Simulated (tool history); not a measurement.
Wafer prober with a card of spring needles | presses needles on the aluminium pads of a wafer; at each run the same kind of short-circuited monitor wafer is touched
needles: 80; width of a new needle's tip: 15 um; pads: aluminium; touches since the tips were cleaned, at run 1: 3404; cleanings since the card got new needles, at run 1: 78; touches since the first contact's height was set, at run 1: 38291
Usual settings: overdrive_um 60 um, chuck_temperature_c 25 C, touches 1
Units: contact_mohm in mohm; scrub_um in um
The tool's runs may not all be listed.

run     day  overdrive_um  chuck_temperature_c  touches  touches since the tips were cleaned  cleanings since the card got new needles  touches since the first contact's height was set  contact_mohm  scrub_um
  1       0            60                   25        1                                 3404                                        78                                             38291           288       9.5
      0.133  -- tips cleaned on abrasive film
      0.729  -- tips cleaned on abrasive film
  2   1.025            60                   25        1                                 2016                                        80                                             45238           273      9.55
      1.346  -- tips cleaned on abrasive film
  3   1.792            60                   25        1                                 3052                                        81                                             50442           298      9.27
      1.875  -- tips cleaned on abrasive film
      2.442  -- tips cleaned on abrasive film
      2.975  -- tips cleaned on abrasive film
  4   3.004            60                   25        1                                  203                                        84                                             58638           193      9.29
      3.504  -- tips cleaned on abrasive film
      4.021  -- tips cleaned on abrasive film
  5   4.246            60                   25        1                                 1530                                        86                                             67050           251      9.21
      4.633  -- tips cleaned on abrasive film
      5.262  -- tips cleaned on abrasive film
  6   5.279            60                   25        1                                  128                                        88                                             74043           190      9.09
      5.779  -- tips cleaned on abrasive film
      5.904  -- tips cleaned on abrasive film, once more
  7   6.033            60                   25        1                                  886                                        90                                             79136           228      9.22
      6.421  -- tips cleaned on abrasive film
          7  -- tips cleaned on abrasive film
  8   7.246            60                   25        1                                 1664                                        92                                             87341           251      8.97
      7.562  -- tips cleaned on abrasive film
  9   7.933            60                   25        1                                 2515                                        93                                             92009           288      9.13
      8.096  -- tips cleaned on abrasive film
       8.65  -- tips cleaned on abrasive film
      9.267  -- tips cleaned on abrasive film
 10   9.412            60                   25        1                                  992                                        96                                            102019           239      9.01
      9.842  -- tips cleaned on abrasive film
     10.383  -- tips cleaned on abrasive film
 11  10.467            60                   25        1                                  554                                        98                                            109161           221      9.07
     10.917  -- tips cleaned on abrasive film
     11.471  -- tips cleaned on abrasive film
 12  11.638            63                   25        1                                 1145                                       100                                            117107           234      9.42
     12.008  -- tips cleaned on abrasive film
     12.571  -- tips cleaned on abrasive film
 13  12.654            63                   25        1                                  550                                       102                                            123973           219      9.55
     13.104  -- tips cleaned on abrasive film
 14  13.417            63                   25        1                                 2131                                       103                                            129155           274      9.32
     13.667  -- tips cleaned on abrasive film
     14.246  -- tips cleaned on abrasive film
     14.746  -- height of the first contact set anew
     14.825  -- tips cleaned on abrasive film
 15   14.85            60                   25        1                                  182                                       106                                               666           189      9.63
     15.362  -- tips cleaned on abrasive film
     15.912  -- tips cleaned on abrasive film
 16  16.308            60                   25        2                                 2704                                       108                                             10567           249       9.6
     16.438  -- tips cleaned on abrasive film
     16.954  -- tips cleaned on abrasive film
 17    17.1            63                   30        2                                 1010                                       110                                             15926           208     10.14
     17.483  -- tips cleaned on abrasive film
     18.058  -- tips cleaned on abrasive film
 18  18.088            48                   34        2                                  183                                       112                                             22587           205      7.72
     18.579  -- tips cleaned on abrasive film
     19.104  -- tips cleaned on abrasive film
 19  19.154            60                   85        1                                  343                                       114                                             29821           213      9.62
     19.667  -- tips cleaned on abrasive film
     20.262  -- tips cleaned on abrasive film
 20  20.704            60                   82        1                                 3001                                       116                                             40341           307      9.42
     20.838  -- tips cleaned on abrasive film
     21.375  -- tips cleaned on abrasive film
 21   21.55            55                   37        1                                 1171                                       118                                             46046           260      8.64
     21.929  -- tips cleaned on abrasive film
     22.479  -- tips cleaned on abrasive film
 22  22.825            55                   37        1                                 2373                                       120                                             54706           312      8.59
     23.012  -- tips cleaned on abrasive film
     23.608  -- tips cleaned on abrasive film
     24.167  -- tips cleaned on abrasive film
 23  24.217            66                   66        1                                  337                                       123                                             64124           211      10.2
     24.792  -- tips cleaned on abrasive film
     25.333  -- tips cleaned on abrasive film
 24  25.625            60                  116        1                                 1977                                       125                                             73676           281      9.32
     25.962  -- tips cleaned on abrasive film
 25  26.321            43                   47        2                                 2441                                       126                                             78395           333      6.56
      26.55  -- tips cleaned on abrasive film
     27.067  -- tips cleaned on abrasive film
 26  27.579            43                   47        2                                 3486                                       128                                             86920           360      6.45
     27.692  -- tips cleaned on abrasive film
     28.317  -- tips cleaned on abrasive film
     28.925  -- tips cleaned on abrasive film
 27  29.075            43                   47        2                                 1015                                       131                                             97043           278      6.44
       29.5  -- tips cleaned on abrasive film
     30.067  -- tips cleaned on abrasive film
 28  30.421            60                   94        3                                 2406                                       133                                            106182           239      9.22
     30.683  -- tips cleaned on abrasive film
 29  31.079            60                   40        1                                 2699                                       134                                            110649           317      9.11

Forecast each of these 3 alternatives for the next run:
     31.212  -- tips cleaned on abrasive film
     31.742  -- tips cleaned on abrasive film
  A  32.233            60                   40        2                                 3354                                       136                                            118479             ?         ?
     31.212  -- tips cleaned on abrasive film
     31.742  -- tips cleaned on abrasive film
  B  32.233            59                   40        1                                 3354                                       136                                            118479             ?         ?
     31.212  -- tips cleaned on abrasive film
     31.742  -- tips cleaned on abrasive film
  C  32.233            59                   25        3                                 3354                                       136                                            118479             ?         ?

run  contact_mohm  scrub_um
  A           277       8.9
  B           351      9.02
  C           239       8.9
Without the tool's hidden state the same runs would have given:
run  contact_mohm  scrub_um
  A           173      9.48
  B           176      9.62
  C           169      9.49

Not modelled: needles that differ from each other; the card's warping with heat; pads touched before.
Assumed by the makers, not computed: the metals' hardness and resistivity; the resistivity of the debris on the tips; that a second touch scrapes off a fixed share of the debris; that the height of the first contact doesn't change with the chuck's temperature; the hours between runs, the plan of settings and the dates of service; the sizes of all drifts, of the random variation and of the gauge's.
